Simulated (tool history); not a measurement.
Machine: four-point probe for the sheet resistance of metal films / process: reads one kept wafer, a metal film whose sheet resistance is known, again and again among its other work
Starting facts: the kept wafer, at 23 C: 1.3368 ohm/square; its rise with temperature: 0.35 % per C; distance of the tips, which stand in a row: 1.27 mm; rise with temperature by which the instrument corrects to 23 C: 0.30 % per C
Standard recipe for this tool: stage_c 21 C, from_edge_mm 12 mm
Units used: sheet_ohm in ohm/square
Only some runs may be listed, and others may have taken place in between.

run,hour,stage_c,from_edge_mm,sheet_ohm
1,0.0,21,12,1.348553
2,12.4,21,12,1.348067
3,19.1,21,12,1.348459
4,34.2,21,5,1.385369
5,41.1,21,5,1.385625
6,51.3,21,5,1.385559
7,63.5,21,5,1.385344
8,74.7,26,12,1.351587
9,84.3,26,12,1.351870
10,94.0,26,12,1.351797
11,102.0,21,12,1.348642
12,110.8,21,12,1.348890
13,119.8,27,6,1.375880
14,134.0,28,59,1.345204
15,149.8,22,12,1.349549
16,161.5,18,35,1.340070
17,174.4,18,35,1.340543
18,186.1,18,25,1.340873
19,200.5,29,28,1.347711
20,215.9,29,28,1.348076
21,228.5,22,9,1.355930
22,235.7,18,9,1.353507
23,248.9,24,18,1.347351
24,260.2,21,33,1.342767

Predict each of these 3 candidate next runs independently; none follows another, all start after run 24:
A,275.3,34,12,?
B,275.3,21,25,?
C,275.3,21,37,?

run,sheet_ohm
A,1.357792
B,1.343766
C,1.342488
What these runs would have given with no unlogged condition in the tool:
run,sheet_ohm
A,1.351590
B,1.337531
C,1.336259
